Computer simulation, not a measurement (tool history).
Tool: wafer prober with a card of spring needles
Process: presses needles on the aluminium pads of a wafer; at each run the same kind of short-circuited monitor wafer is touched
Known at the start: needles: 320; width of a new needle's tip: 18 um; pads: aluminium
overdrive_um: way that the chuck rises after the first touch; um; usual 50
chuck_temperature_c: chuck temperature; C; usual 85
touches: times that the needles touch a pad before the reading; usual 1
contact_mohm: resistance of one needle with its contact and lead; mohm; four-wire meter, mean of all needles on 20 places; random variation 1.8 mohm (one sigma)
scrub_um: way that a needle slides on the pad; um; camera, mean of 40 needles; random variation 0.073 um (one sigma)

run 1 hour=0 | overdrive_um=50 chuck_temperature_c=85 touches=1 | contact_mohm=207 scrub_um=10.07
-- hour=6.8 tips cleaned on abrasive film
-- hour=13.6 tips cleaned on abrasive film
-- hour=22.1 tips cleaned on abrasive film
-- hour=28.9 tips cleaned on abrasive film
-- hour=37.4 tips cleaned on abrasive film
-- hour=45.9 tips cleaned on abrasive film
-- hour=52.7 tips cleaned on abrasive film
-- hour=61.2 tips cleaned on abrasive film
run 2 hour=64.7 | overdrive_um=50 chuck_temperature_c=85 touches=1 | contact_mohm=242 scrub_um=9.86
-- hour=68.2 tips cleaned on abrasive film
-- hour=76.7 tips cleaned on abrasive film
-- hour=85.1 tips cleaned on abrasive film
-- hour=93.6 tips cleaned on abrasive film
-- hour=100.4 tips cleaned on abrasive film
-- hour=108.9 tips cleaned on abrasive film
run 3 hour=113.9 | overdrive_um=53 chuck_temperature_c=85 touches=1 | contact_mohm=255 scrub_um=10.36
-- hour=117.4 tips cleaned on abrasive film
-- hour=124.2 tips cleaned on abrasive film
-- hour=132.7 tips cleaned on abrasive film
-- hour=139.5 tips cleaned on abrasive film
-- hour=148 tips cleaned on abrasive film
-- hour=154.8 tips cleaned on abrasive film
run 4 hour=155.7 | overdrive_um=53 chuck_temperature_c=85 touches=1 | contact_mohm=214 scrub_um=10.32
-- hour=162.5 tips cleaned on abrasive film
-- hour=171 tips cleaned on abrasive film
-- hour=174.7 height of the first contact set anew
-- hour=179.8 tips cleaned on abrasive film
-- hour=188.3 tips cleaned on abrasive film
-- hour=195.1 tips cleaned on abrasive film
-- hour=203.6 tips cleaned on abrasive film
-- hour=210.4 tips cleaned on abrasive film
run 5 hour=212.1 | overdrive_um=50 chuck_temperature_c=85 touches=3 | contact_mohm=208 scrub_um=9.46
-- hour=218.9 tips cleaned on abrasive film
-- hour=225.7 tips cleaned on abrasive film
-- hour=234.2 tips cleaned on abrasive film
-- hour=242.7 tips cleaned on abrasive film
-- hour=251.2 tips cleaned on abrasive film
-- hour=259.7 tips cleaned on abrasive film
-- hour=266.5 tips cleaned on abrasive film
-- hour=275 tips cleaned on abrasive film
-- hour=282.5 tips cleaned on abrasive film
run 6 hour=282.5 | overdrive_um=50 chuck_temperature_c=85 touches=3 | contact_mohm=200 scrub_um=9.32
-- hour=291 tips cleaned on abrasive film
-- hour=299.5 tips cleaned on abrasive film
-- hour=308 tips cleaned on abrasive film
-- hour=316.5 tips cleaned on abrasive film
-- hour=323.3 tips cleaned on abrasive film
-- hour=326.9 height of the first contact set anew, once more
-- hour=332.1 tips cleaned on abrasive film
-- hour=340.6 tips cleaned on abrasive film
-- hour=349.1 tips cleaned on abrasive film
-- hour=357.5 tips cleaned on abrasive film
run 7 hour=358 | overdrive_um=50 chuck_temperature_c=85 touches=3 | contact_mohm=201 scrub_um=10.23
-- hour=364.8 tips cleaned on abrasive film
-- hour=373.3 tips cleaned on abrasive film
-- hour=380.1 tips cleaned on abrasive film
-- hour=388.6 tips cleaned on abrasive film
-- hour=397.1 tips cleaned on abrasive film
-- hour=405.6 tips cleaned on abrasive film
-- hour=414 tips cleaned on abrasive film
-- hour=420.9 tips cleaned on abrasive film
-- hour=429.3 tips cleaned on abrasive film
run 8 hour=429.6 | overdrive_um=50 chuck_temperature_c=85 touches=3 | contact_mohm=198 scrub_um=10.08
-- hour=436.4 tips cleaned on abrasive film
-- hour=443.3 tips cleaned on abrasive film
-- hour=451.7 tips cleaned on abrasive film
-- hour=460.2 tips cleaned on abrasive film
-- hour=468.7 tips cleaned on abrasive film
-- hour=477.2 tips cleaned on abrasive film
-- hour=484 tips cleaned on abrasive film
-- hour=492.5 tips cleaned on abrasive film
-- hour=499.3 tips cleaned on abrasive film
run 9 hour=501.8 | overdrive_um=50 chuck_temperature_c=85 touches=1 | contact_mohm=249 scrub_um=9.8
-- hour=506.9 tips cleaned on abrasive film
-- hour=515.4 tips cleaned on abrasive film
-- hour=523.9 tips cleaned on abrasive film
-- hour=532.4 tips cleaned on abrasive film
-- hour=540.9 tips cleaned on abrasive film
-- hour=549.4 tips cleaned on abrasive film
-- hour=557.8 tips cleaned on abrasive film
-- hour=563.2 height of the first contact set anew
-- hour=566.6 tips cleaned on abrasive film
run 10 hour=572 | overdrive_um=66 chuck_temperature_c=27 touches=2 | contact_mohm=209 scrub_um=13.49
-- hour=573.8 tips cleaned on abrasive film
-- hour=582.3 tips cleaned on abrasive film
-- hour=589.1 tips cleaned on abrasive film
-- hour=597.6 tips cleaned on abrasive film
-- hour=606.1 tips cleaned on abrasive film
-- hour=614.6 tips cleaned on abrasive film
-- hour=623.1 tips cleaned on abrasive film
-- hour=631.6 tips cleaned on abrasive film
-- hour=640 tips cleaned on abrasive film
-- hour=648.5 tips cleaned on abrasive film
-- hour=657 tips cleaned on abrasive film
-- hour=665.5 tips cleaned on abrasive film
run 11 hour=667.9 | overdrive_um=50 chuck_temperature_c=85 touches=3 | contact_mohm=214 scrub_um=9.95

Run 12 comes next. What will it give?
-- hour=673 tips cleaned on abrasive film
-- hour=681.5 tips cleaned on abrasive film
-- hour=690 tips cleaned on abrasive film
-- hour=698.5 tips cleaned on abrasive film
-- hour=707 tips cleaned on abrasive film
-- hour=713.8 tips cleaned on abrasive film
-- hour=722.3 tips cleaned on abrasive film
-- hour=729.1 tips cleaned on abrasive film
-- hour=737.6 tips cleaned on abrasive film
-- hour=745.9 tips cleaned on abrasive film
run 12 hour=745.9 | overdrive_um=50 chuck_temperature_c=117 touches=2 | contact_mohm=? scrub_um=?

contact_mohm: 209 mohm
scrub_um: 9.97 um
Without the tool's hidden state the same run would have given contact_mohm 202 mohm, scrub_um 10.34 um.
